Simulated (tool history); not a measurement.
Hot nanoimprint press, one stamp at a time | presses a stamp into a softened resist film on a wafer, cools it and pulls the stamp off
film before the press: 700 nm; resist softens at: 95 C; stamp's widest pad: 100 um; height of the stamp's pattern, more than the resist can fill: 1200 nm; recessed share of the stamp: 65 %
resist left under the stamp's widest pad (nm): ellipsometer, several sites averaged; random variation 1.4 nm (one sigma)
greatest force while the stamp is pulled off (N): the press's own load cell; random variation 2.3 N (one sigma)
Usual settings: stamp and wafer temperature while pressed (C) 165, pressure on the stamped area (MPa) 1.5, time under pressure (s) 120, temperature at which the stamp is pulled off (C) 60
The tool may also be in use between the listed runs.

run,hour,stamp and wafer temperature while pressed (C),pressure on the stamped area (MPa),time under pressure (s),temperature at which the stamp is pulled off (C),resist left under the stamp's widest pad (nm),greatest force while the stamp is pulled off (N)
1,0,165,1.5,120,60,380.1,144
2,15.6,165,1.5,120,60,381.8,153
3,42.6,165,1.5,82,60,431.5,154
4,57.2,165,1.5,120,60,380.4,155
# hour 66.9: stamp cleaned and given a new release coat
5,90.2,165,1.5,120,60,383.5,113
6,107.4,165,1.5,120,60,385.4,113
7,123.1,165,1.5,120,60,385.4,120
8,135.7,165,1.5,120,60,386.5,114
9,148.1,168,1.5,120,60,339.1,118
10,163.4,168,1.5,120,60,338.6,125
11,184.6,165,1.5,120,60,386.2,126
12,206.3,165,1.5,120,60,386.5,132
13,226.3,165,1.5,120,60,389.6,137
14,239.6,165,1.5,120,60,389.8,135
15,264.3,165,1.5,120,60,392.4,139
# hour 269.4: plate thermocouple calibrated
16,281,176,1.68,189,52,187,178
17,305.1,176,1.68,189,52,188.8,174
# hour 311.8: plate thermocouple calibrated, once more
18,324.4,165,1.51,120,46,378.5,194
19,342.4,165,1.1,120,54,425.1,185
# hour 363.5: stamp cleaned and given a new release coat
20,371.2,165,1.49,120,65,382.7,94
21,389.5,157,1.5,120,46,518.7,152
22,411.3,168,1.5,221,60,263.2,118
23,428.6,156,1.38,61,50,609.2,146
24,455.7,163,1.37,102,65,455.6,107
25,467.2,165,1.5,120,50,386.8,154
26,483.5,165,1.5,120,50,384.7,164
27,496.2,165,1.5,120,50,386.6,167
28,508.5,163,1.5,120,46,420.7,181
29,530.9,163,1.82,120,46,394.6,180

Hidden state or all else? Some run-to-run changes of resist left under the stamp's widest pad (nm), split into what the settings, what came in and random variation would give without the hidden state, and what is left for the hidden state (with any gauge scatter that isn't in both results):
The hidden state here: true temperature over the reading, C; pressure that arrives at the usual setting, %; grip of the stamp's worn release coat, % over a new coat's; drift of the gauge itself on residual_nm, %; drift of the gauge itself on pull_off_n, %.
Run 17 -> 18: stamp and wafer temperature while pressed (C) 176 -> 165, pressure on the stamped area (MPa) 1.68 -> 1.51, time under pressure (s) 189 -> 120, temperature at which the stamp is pulled off (C) 52 -> 46, plate thermocouple calibrated, once more. resist left under the stamp's widest pad (nm) +189.7: hidden state -10.3, all else +200.
Run 21 -> 22: stamp and wafer temperature while pressed (C) 157 -> 168, time under pressure (s) 120 -> 221, temperature at which the stamp is pulled off (C) 46 -> 60. resist left under the stamp's widest pad (nm) -255.5: hidden state +0.2, all else -255.7.
Run 22 -> 23: stamp and wafer temperature while pressed (C) 168 -> 156, pressure on the stamped area (MPa) 1.5 -> 1.38, time under pressure (s) 221 -> 61, temperature at which the stamp is pulled off (C) 60 -> 50. resist left under the stamp's widest pad (nm) +346: hidden state -0.4, all else +346.4.
Run 23 -> 24: stamp and wafer temperature while pressed (C) 156 -> 163, pressure on the stamped area (MPa) 1.38 -> 1.37, time under pressure (s) 61 -> 102, temperature at which the stamp is pulled off (C) 50 -> 65. resist left under the stamp's widest pad (nm) -153.6: hidden state +3.3, all else -156.9.

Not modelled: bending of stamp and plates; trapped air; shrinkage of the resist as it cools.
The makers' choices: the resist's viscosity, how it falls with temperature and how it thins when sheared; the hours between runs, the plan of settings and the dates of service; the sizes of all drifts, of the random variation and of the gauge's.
